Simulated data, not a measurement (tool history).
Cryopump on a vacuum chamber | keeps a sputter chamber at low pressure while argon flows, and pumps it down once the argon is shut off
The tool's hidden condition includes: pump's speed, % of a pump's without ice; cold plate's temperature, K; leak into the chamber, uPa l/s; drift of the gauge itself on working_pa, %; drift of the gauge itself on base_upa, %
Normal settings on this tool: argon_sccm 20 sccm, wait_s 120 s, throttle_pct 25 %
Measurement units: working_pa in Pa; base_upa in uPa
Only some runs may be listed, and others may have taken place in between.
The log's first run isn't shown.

run   hour  argon_sccm  wait_s  throttle_pct  hours of work since the pump was warmed up and emptied  hours of work since the cold head was overhauled  hours of work since the chamber's fittings were tightened  working_pa  base_upa
  2   25.5          20     120            33                                                     132                                               132                                                        591      0.0498      0.71
  3   62.1          14     120            25                                                     153                                               153                                                        613      0.0453      0.78
  4   78.1          14     120            25                                                     163                                               163                                                        622      0.0465      0.72
  5     94          14     120            25                                                     172                                               172                                                        632      0.0457      0.75
  6  124.5          20      96            25                                                     190                                               190                                                        650      0.0656      0.85
  7  146.4          31      96            25                                                     203                                               203                                                        663      0.1031      0.79
  8  167.5          20     272            25                                                     215                                               215                                                        675      0.0659      0.64
  9  205.1          20     272            25                                                     238                                               238                                                        697      0.0658      0.69
 10    237          20     272            25                                                     256                                               256                                                        716      0.0667      0.69
 11  269.8          20     272            25                                                     276                                               276                                                        735      0.0663       0.7
 12    304          20     272            25                                                     296                                               296                                                        756      0.0658      0.74
 13  340.9          20     120            25                                                     318                                               318                                                        777      0.0672       0.9
 14  373.1           8     120            25                                                     337                                               337                                                        796       0.027      0.91
 15  391.6           8     120            25                                                     348                                               348                                                        807      0.0268      0.89
 16  420.5           8     120            25                                                     365                                               365                                                        824      0.0274      0.91
 17  453.2           8     120            25                                                     384                                               384                                                        844      0.0266      0.94
 18  488.1          28      70            35                                                     405                                               405                                                        864      0.0682      1.05
 19  520.5          28      70            35                                                     424                                               424                                                        884      0.0681      1.14
 20  541.8          20      51            27                                                     437                                               437                                                        896      0.0634      1.31
     561.4  -- pump warmed up, emptied and cooled again
 21  581.7          20     266            19                                                      12                                               457                                                        917      0.0856      0.81
 22    616          21     266            26                                                      32                                               477                                                        937       0.066      0.73
 23  632.6          10     120            27                                                      42                                               487                                                        947      0.0302      0.89

What will run 24 give?
 24  668.5          24      49            18                                                      63                                               508                                                        968           ?         ?

{"run 24": {"working_pa": 0.1085, "base_upa": 1.18}}
Minus the tool's unlogged condition, the same run would have read working_pa 0.1078 Pa, base_upa 0.64 uPa.
